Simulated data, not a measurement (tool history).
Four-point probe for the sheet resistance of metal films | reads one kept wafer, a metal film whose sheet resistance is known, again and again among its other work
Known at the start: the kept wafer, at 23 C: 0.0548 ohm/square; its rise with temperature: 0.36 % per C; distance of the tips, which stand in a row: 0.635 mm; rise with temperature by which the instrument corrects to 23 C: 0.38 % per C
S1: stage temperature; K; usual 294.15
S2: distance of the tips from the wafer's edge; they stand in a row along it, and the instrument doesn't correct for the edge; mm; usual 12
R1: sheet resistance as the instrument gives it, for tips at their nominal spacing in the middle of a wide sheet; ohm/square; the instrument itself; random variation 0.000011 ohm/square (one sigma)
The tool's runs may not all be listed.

{"run": 1, "hour": 0.0, "S1": 294.15, "S2": 12, "R1": 0.054861}
{"run": 2, "hour": 73.1, "S1": 294.15, "S2": 12, "R1": 0.054835}
{"run": 3, "hour": 140.9, "S1": 294.15, "S2": 12, "R1": 0.054838}
{"run": 4, "hour": 180.0, "S1": 294.15, "S2": 12, "R1": 0.054794}
{"run": 5, "hour": 237.3, "S1": 301.15, "S2": 12, "R1": 0.054766}
{"run": 6, "hour": 276.0, "S1": 294.15, "S2": 12, "R1": 0.054807}
{"run": 7, "hour": 325.5, "S1": 294.15, "S2": 12, "R1": 0.054823}
{"run": 8, "hour": 402.1, "S1": 294.15, "S2": 12, "R1": 0.054801}
{"run": 9, "hour": 476.3, "S1": 294.15, "S2": 12, "R1": 0.054788}
{"run": 10, "hour": 547.7, "S1": 301.15, "S2": 12, "R1": 0.054705}
{"run": 11, "hour": 608.8, "S1": 301.15, "S2": 12, "R1": 0.054701}
{"run": 12, "hour": 655.2, "S1": 301.15, "S2": 12, "R1": 0.054679}
{"run": 13, "hour": 721.1, "S1": 301.15, "S2": 12, "R1": 0.054668}
{"hour": 767.8, "done": "stage's thermometer calibrated"}
{"run": 14, "hour": 779.7, "S1": 294.15, "S2": 11, "R1": 0.054746}
{"run": 15, "hour": 833.3, "S1": 294.15, "S2": 11, "R1": 0.054734}
{"run": 16, "hour": 873.1, "S1": 294.15, "S2": 12, "R1": 0.054704}
{"hour": 917.3, "done": "stage's thermometer calibrated, once more"}
{"run": 17, "hour": 923.0, "S1": 300.15, "S2": 12, "R1": 0.054679}
{"run": 18, "hour": 1001.7, "S1": 294.15, "S2": 12, "R1": 0.054736}
{"run": 19, "hour": 1078.5, "S1": 300.15, "S2": 12, "R1": 0.054656}
{"run": 20, "hour": 1155.6, "S1": 300.15, "S2": 15, "R1": 0.054607}
{"run": 21, "hour": 1244.3, "S1": 300.15, "S2": 5, "R1": 0.055019}
{"run": 22, "hour": 1317.6, "S1": 300.15, "S2": 5, "R1": 0.055015}
{"run": 23, "hour": 1406.6, "S1": 300.15, "S2": 5, "R1": 0.054973}
{"run": 24, "hour": 1498.0, "S1": 301.15, "S2": 74, "R1": 0.054498}
{"run": 25, "hour": 1564.5, "S1": 296.15, "S2": 44, "R1": 0.054568}
{"run": 26, "hour": 1643.2, "S1": 294.15, "S2": 4, "R1": 0.055285}
{"hour": 1675.0, "done": "new probe head fitted"}
{"run": 27, "hour": 1728.6, "S1": 303.15, "S2": 8, "R1": 0.05475}
{"run": 28, "hour": 1774.8, "S1": 297.15, "S2": 10, "R1": 0.054714}
{"run": 29, "hour": 1844.5, "S1": 298.15, "S2": 57, "R1": 0.054591}
{"run": 30, "hour": 1929.3, "S1": 306.15, "S2": 43, "R1": 0.054493}
{"run": 31, "hour": 2014.0, "S1": 293.15, "S2": 72, "R1": 0.054618}
{"run": 32, "hour": 2066.0, "S1": 293.15, "S2": 72, "R1": 0.054624}
{"run": 33, "hour": 2104.7, "S1": 306.15, "S2": 56, "R1": 0.054485}
{"run": 34, "hour": 2176.3, "S1": 298.15, "S2": 56, "R1": 0.05454}
{"run": 35, "hour": 2217.6, "S1": 298.15, "S2": 37, "R1": 0.054542}
{"run": 36, "hour": 2300.1, "S1": 306.15, "S2": 19, "R1": 0.054449}

Forecast each of these 4 alternatives for the next run:
{"run": "A", "hour": 2376.3, "S1": 307.15, "S2": 20, "R1": "?"}
{"run": "B", "hour": 2376.3, "S1": 307.15, "S2": 16, "R1": "?"}
{"run": "C", "hour": 2376.3, "S1": 306.15, "S2": 65, "R1": "?"}
{"run": "D", "hour": 2376.3, "S1": 294.15, "S2": 6, "R1": "?"}

run=A R1=0.054432
run=B R1=0.054463
run=C R1=0.054415
run=D R1=0.054883
Without the tool's hidden state the same runs would have given:
run=A R1=0.054704
run=B R1=0.054735
run=C R1=0.054687
run=D R1=0.055158
